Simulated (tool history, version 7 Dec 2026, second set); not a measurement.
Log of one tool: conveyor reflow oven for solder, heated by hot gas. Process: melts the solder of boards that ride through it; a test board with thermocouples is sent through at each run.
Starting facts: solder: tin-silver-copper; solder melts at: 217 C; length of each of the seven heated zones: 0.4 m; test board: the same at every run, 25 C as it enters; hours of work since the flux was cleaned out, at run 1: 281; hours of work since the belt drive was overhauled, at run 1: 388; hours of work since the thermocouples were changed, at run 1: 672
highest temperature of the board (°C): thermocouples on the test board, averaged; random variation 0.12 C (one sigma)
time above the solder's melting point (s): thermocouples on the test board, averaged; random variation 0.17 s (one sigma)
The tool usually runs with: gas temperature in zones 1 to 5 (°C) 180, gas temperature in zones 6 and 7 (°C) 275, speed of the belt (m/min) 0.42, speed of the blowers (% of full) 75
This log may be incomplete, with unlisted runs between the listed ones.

run	day	gas temperature in zones 1 to 5 (°C)	gas temperature in zones 6 and 7 (°C)	speed of the belt (m/min)	speed of the blowers (% of full)	hours of work since the flux was cleaned out	hours of work since the belt drive was overhauled	hours of work since the thermocouples were changed	highest temperature of the board (°C)	time above the solder's melting point (s)
1	0	180	275	0.42	75	281	388	672	261.4	97.4
2	0.696	180	275	0.42	75	292	399	683	261.4	97.4
3	1.296	180	275	0.42	71	301	408	692	260.3	96.8
4	1.771	180	275	0.362	75	309	416	700	265.2	117.3
5	2.421	180	275	0.42	75	319	426	710	261.4	97.4
6	3.358	180	275	0.42	75	334	441	725	261.4	97.6
7	4.121	180	275	0.42	75	346	453	737	261.5	97.5
8	5.017	180	275	0.42	75	360	467	751	261.5	97.3
9	5.762	180	275	0.42	75	372	479	763	261.4	97.4
# day 6.054: flux residue cleaned out of gas plates and filters
10	6.558	180	275	0.42	75	8	488	772	261.6	97.5
11	7.225	180	275	0.42	75	18	499	783	261.5	97.7
12	8.079	180	275	0.459	75	32	512	796	258.6	86.6
13	9.088	180	275	0.42	64	48	528	812	258.1	94
14	10.075	180	275	0.42	64	63	544	828	258.1	94.1
15	10.642	173	275	0.42	75	72	552	836	260.4	93.3
16	11.15	175	273	0.42	75	80	560	844	259.1	93
17	11.796	191	281	0.488	53	91	571	855	255.1	81.5
18	12.458	191	281	0.488	53	101	581	865	255.3	81.7
19	13.117	180	277	0.42	75	111	591	875	263.3	98.9
20	13.708	170	269	0.42	73	121	601	885	254.3	85.8
21	14.638	194	269	0.42	89	135	616	900	260.9	106.4
22	15.225	194	269	0.42	89	145	625	909	260.8	106.3
23	15.858	194	288	0.397	89	155	635	919	279.5	122.1
24	16.525	194	273	0.397	89	165	645	929	265.3	115

Estimate the outcome of run 25 from the log above:
25	17.512	183	287	0.487	63	181	661	945	?	?

Run 25 measured highest temperature of the board (°C) 263, time above the solder's melting point (s) 84.8.
Minus the tool's unlogged condition, the same run would have read highest temperature of the board (°C) 263.1, time above the solder's melting point (s) 84.8.
